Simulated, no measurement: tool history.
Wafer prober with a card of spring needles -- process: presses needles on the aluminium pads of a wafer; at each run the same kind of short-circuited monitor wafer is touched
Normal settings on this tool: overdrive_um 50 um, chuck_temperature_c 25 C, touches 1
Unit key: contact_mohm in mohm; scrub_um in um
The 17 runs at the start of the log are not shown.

{"hour": 172.2, "done": "tips cleaned on abrasive film"}
{"run": 18, "hour": 174.6, "overdrive_um": 44, "chuck_temperature_c": 35, "touches": 1, "contact_mohm": 281, "scrub_um": 7.35}
{"hour": 179.0, "done": "tips cleaned on abrasive film"}
{"hour": 185.1, "done": "tips cleaned on abrasive film"}
{"run": 19, "hour": 185.1, "overdrive_um": 44, "chuck_temperature_c": 35, "touches": 1, "contact_mohm": 283, "scrub_um": 7.38}
{"hour": 191.7, "done": "tips cleaned on abrasive film"}
{"run": 20, "hour": 197.3, "overdrive_um": 44, "chuck_temperature_c": 35, "touches": 1, "contact_mohm": 281, "scrub_um": 7.3}
{"hour": 198.3, "done": "tips cleaned on abrasive film"}
{"hour": 204.4, "done": "tips cleaned on abrasive film"}
{"run": 21, "hour": 207.8, "overdrive_um": 47, "chuck_temperature_c": 49, "touches": 1, "contact_mohm": 286, "scrub_um": 7.85}
{"hour": 210.5, "done": "tips cleaned on abrasive film"}
{"hour": 217.3, "done": "tips cleaned on abrasive film"}
{"run": 22, "hour": 220.1, "overdrive_um": 33, "chuck_temperature_c": 79, "touches": 1, "contact_mohm": 313, "scrub_um": 5.69}
{"hour": 223.9, "done": "tips cleaned on abrasive film"}
{"hour": 230.6, "done": "tips cleaned on abrasive film"}
{"run": 23, "hour": 231.7, "overdrive_um": 70, "chuck_temperature_c": 25, "touches": 1, "contact_mohm": 267, "scrub_um": 11.85}
{"hour": 237.7, "done": "tips cleaned on abrasive film"}
{"run": 24, "hour": 239.4, "overdrive_um": 50, "chuck_temperature_c": 25, "touches": 1, "contact_mohm": 272, "scrub_um": 8.35}
{"hour": 243.8, "done": "tips cleaned on abrasive film"}
{"hour": 249.9, "done": "tips cleaned on abrasive film"}
{"run": 25, "hour": 254.3, "overdrive_um": 34, "chuck_temperature_c": 25, "touches": 2, "contact_mohm": 286, "scrub_um": 5.68}
{"hour": 255.9, "done": "tips cleaned on abrasive film"}
{"run": 26, "hour": 260.4, "overdrive_um": 57, "chuck_temperature_c": 25, "touches": 2, "contact_mohm": 274, "scrub_um": 9.47}
{"hour": 262.9, "done": "tips cleaned on abrasive film"}
{"run": 27, "hour": 267.5, "overdrive_um": 57, "chuck_temperature_c": 25, "touches": 2, "contact_mohm": 273, "scrub_um": 9.49}
{"hour": 269.3, "done": "tips cleaned on abrasive film"}
{"hour": 275.3, "done": "tips cleaned on abrasive film"}
{"run": 28, "hour": 275.3, "overdrive_um": 50, "chuck_temperature_c": 41, "touches": 3, "contact_mohm": 283, "scrub_um": 8.31}
{"hour": 281.9, "done": "tips cleaned on abrasive film"}
{"run": 29, "hour": 281.9, "overdrive_um": 58, "chuck_temperature_c": 88, "touches": 1, "contact_mohm": 291, "scrub_um": 9.56}
{"hour": 288.4, "done": "tips cleaned on abrasive film"}
{"run": 30, "hour": 290.7, "overdrive_um": 58, "chuck_temperature_c": 88, "touches": 2, "contact_mohm": 290, "scrub_um": 9.47}
{"hour": 294.9, "done": "tips cleaned on abrasive film"}
{"run": 31, "hour": 298.0, "overdrive_um": 37, "chuck_temperature_c": 101, "touches": 2, "contact_mohm": 310, "scrub_um": 5.97}

Consider 5 possible next runs. They are alternatives, not a sequence: every one starts from the tool as it was left by run 31. What does each give?
{"hour": 300.9, "done": "tips cleaned on abrasive film"}
{"run": "A", "hour": 305.5, "overdrive_um": 39, "chuck_temperature_c": 47, "touches": 1, "contact_mohm": "?", "scrub_um": "?"}
{"hour": 300.9, "done": "tips cleaned on abrasive film"}
{"run": "B", "hour": 305.5, "overdrive_um": 58, "chuck_temperature_c": 25, "touches": 2, "contact_mohm": "?", "scrub_um": "?"}
{"hour": 300.9, "done": "tips cleaned on abrasive film"}
{"run": "C", "hour": 305.5, "overdrive_um": 50, "chuck_temperature_c": 38, "touches": 2, "contact_mohm": "?", "scrub_um": "?"}
{"hour": 300.9, "done": "tips cleaned on abrasive film"}
{"run": "D", "hour": 305.5, "overdrive_um": 37, "chuck_temperature_c": 101, "touches": 1, "contact_mohm": "?", "scrub_um": "?"}
{"hour": 300.9, "done": "tips cleaned on abrasive film"}
{"run": "E", "hour": 305.5, "overdrive_um": 37, "chuck_temperature_c": 29, "touches": 3, "contact_mohm": "?", "scrub_um": "?"}

run=A contact_mohm=293 scrub_um=6.53
run=B contact_mohm=267 scrub_um=9.54
run=C contact_mohm=284 scrub_um=8.25
run=D contact_mohm=313 scrub_um=6.08
run=E contact_mohm=287 scrub_um=5.99
The same runs, with their run-to-run variation unchanged, on a tool lacking any hidden condition would have given:
run=A contact_mohm=293 scrub_um=6.53
run=B contact_mohm=267 scrub_um=9.54
run=C contact_mohm=284 scrub_um=8.25
run=D contact_mohm=313 scrub_um=6.08
run=E contact_mohm=286 scrub_um=5.99
